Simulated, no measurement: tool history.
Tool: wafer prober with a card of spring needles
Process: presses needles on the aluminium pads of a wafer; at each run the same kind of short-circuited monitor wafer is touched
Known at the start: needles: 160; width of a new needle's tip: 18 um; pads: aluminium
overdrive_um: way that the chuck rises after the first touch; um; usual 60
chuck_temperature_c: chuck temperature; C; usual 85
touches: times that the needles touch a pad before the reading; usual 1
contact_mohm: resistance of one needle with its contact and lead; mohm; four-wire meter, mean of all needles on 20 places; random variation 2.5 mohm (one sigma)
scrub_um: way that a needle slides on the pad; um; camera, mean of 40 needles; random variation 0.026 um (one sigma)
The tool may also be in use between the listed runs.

run	hour	overdrive_um	chuck_temperature_c	touches	contact_mohm	scrub_um
1	0.0	60	85	1	288	13.50
2	15.0	60	82	1	332	13.54
3	24.5	60	82	1	353	13.48
4	39.1	60	85	1	334	13.51
5	47.7	51	85	1	374	11.47
6	61.8	77	85	1	304	17.26
7	71.0	77	85	1	316	17.25
8	87.6	77	85	1	298	17.30
9	101.7	77	85	1	323	17.29
10	109.4	77	85	1	289	17.27
11	121.8	77	85	1	316	17.25
12	134.6	77	85	1	291	17.22
13	141.3	77	60	1	302	17.20
14	151.9	77	30	1	305	17.23
15	163.7	60	123	1	326	13.37
16	174.8	60	123	1	358	13.37
17	188.8	60	123	1	317	13.32
18	196.7	60	42	1	324	13.33
19	209.7	49	84	3	318	10.82
20	222.9	49	84	3	314	10.81
21	239.4	60	82	2	295	13.32
22	251.7	66	34	1	321	14.69
23	267.6	66	34	1	294	14.57
24	280.1	58	73	1	353	12.79
25	291.5	58	73	1	289	12.75
26	303.2	73	85	1	316	16.15
27	318.7	60	109	2	300	13.21
28	325.7	48	87	1	358	10.47
29	339.2	51	26	1	372	11.16
30	346.7	60	52	1	296	13.21
31	355.9	59	120	1	343	12.99
32	366.8	49	99	1	398	10.69
33	377.0	49	99	1	339	10.71
34	391.7	49	99	1	399	10.65

Taken out of this log: 14 entries between the listed runs. Where each belongs, and how the hidden state differs across it:
Between runs 3 and 4: tips cleaned on abrasive film (hour 26.1)
  debris on the tips, nm: 153.7 -> 113.4; way that the needles fall short of the set height, um: 0.1 -> 0.2; tips' diameter, um: 18.04 -> 18.07
  measured less the result without the state, contact_mohm: +71 -> +52 mohm; scrub_um: -0.02 -> -0.05 um
Between runs 5 and 6: tips cleaned on abrasive film (hour 53.0)
  debris on the tips, nm: 144.2 -> 82.1; way that the needles fall short of the set height, um: 0.2 -> 0.32; tips' diameter, um: 18.07 -> 18.11
  measured less the result without the state, contact_mohm: +90 -> +24 mohm; scrub_um: -0.05 -> -0.07 um
Between runs 7 and 8: tips cleaned on abrasive film (hour 79.5)
  debris on the tips, nm: 129 -> 76.6; way that the needles fall short of the set height, um: 0.32 -> 0.45; tips' diameter, um: 18.11 -> 18.16
  measured less the result without the state, contact_mohm: +38 -> +22 mohm; scrub_um: -0.08 -> -0.10 um
Between runs 9 and 10: tips cleaned on abrasive film (hour 106.0)
  debris on the tips, nm: 142 -> 44.8; way that the needles fall short of the set height, um: 0.45 -> 0.55; tips' diameter, um: 18.16 -> 18.19
  measured less the result without the state, contact_mohm: +43 -> +14 mohm; scrub_um: -0.10 -> -0.12 um
Between runs 11 and 12: tips cleaned on abrasive film (hour 132.2)
  debris on the tips, nm: 120.5 -> 40.6; way that the needles fall short of the set height, um: 0.55 -> 0.66; tips' diameter, um: 18.19 -> 18.23
  measured less the result without the state, contact_mohm: +37 -> +13 mohm; scrub_um: -0.13 -> -0.15 um
Between runs 14 and 15: tips cleaned on abrasive film (hour 157.9)
  debris on the tips, nm: 139.7 -> 71.5; way that the needles fall short of the set height, um: 0.66 -> 0.77; tips' diameter, um: 18.23 -> 18.27
  measured less the result without the state, contact_mohm: +46 -> +32 mohm; scrub_um: -0.15 -> -0.17 um
Between runs 16 and 17: tips cleaned on abrasive film (hour 184.5)
  debris on the tips, nm: 128.9 -> 49.3; way that the needles fall short of the set height, um: 0.77 -> 0.88; tips' diameter, um: 18.27 -> 18.31
  measured less the result without the state, contact_mohm: +59 -> +23 mohm; scrub_um: -0.17 -> -0.20 um
Between runs 19 and 20: tips cleaned on abrasive film (hour 211.0)
  debris on the tips, nm: 148.7 -> 104.1; way that the needles fall short of the set height, um: 0.88 -> 0.98; tips' diameter, um: 18.31 -> 18.34
  measured less the result without the state, contact_mohm: +38 -> +27 mohm; scrub_um: -0.20 -> -0.22 um
Between runs 20 and 21: tips cleaned on abrasive film (hour 237.3)
  debris on the tips, nm: 104.1 -> 33.2; way that the needles fall short of the set height, um: 0.98 -> 1.1; tips' diameter, um: 18.34 -> 18.38
  measured less the result without the state, contact_mohm: +27 -> +10 mohm; scrub_um: -0.22 -> -0.24 um
Between runs 22 and 23: tips cleaned on abrasive film (hour 263.4)
  debris on the tips, nm: 115.9 -> 55.7; way that the needles fall short of the set height, um: 1.1 -> 1.21; tips' diameter, um: 18.38 -> 18.42
  measured less the result without the state, contact_mohm: +52 -> +25 mohm; scrub_um: -0.25 -> -0.27 um
Between runs 24 and 25: tips cleaned on abrasive film (hour 290.3)
  debris on the tips, nm: 129.9 -> 18.9; way that the needles fall short of the set height, um: 1.21 -> 1.31; tips' diameter, um: 18.42 -> 18.46
  measured less the result without the state, contact_mohm: +70 -> +11 mohm; scrub_um: -0.27 -> -0.30 um
Between runs 26 and 27: tips cleaned on abrasive film (hour 316.9)
  debris on the tips, nm: 106.9 -> 33.4; way that the needles fall short of the set height, um: 1.31 -> 1.43; tips' diameter, um: 18.46 -> 18.5
  measured less the result without the state, contact_mohm: +37 -> +10 mohm; scrub_um: -0.29 -> -0.33 um
Between runs 29 and 30: tips cleaned on abrasive film (hour 343.3)
  debris on the tips, nm: 144.3 -> 43.7; way that the needles fall short of the set height, um: 1.43 -> 1.51; tips' diameter, um: 18.5 -> 18.53
  measured less the result without the state, contact_mohm: +107 -> +24 mohm; scrub_um: -0.33 -> -0.34 um
Between runs 32 and 33: tips cleaned on abrasive film (hour 370.2)
  debris on the tips, nm: 148 -> 73.5; way that the needles fall short of the set height, um: 1.51 -> 1.65; tips' diameter, um: 18.53 -> 18.58
  measured less the result without the state, contact_mohm: +107 -> +53 mohm; scrub_um: -0.34 -> -0.37 um
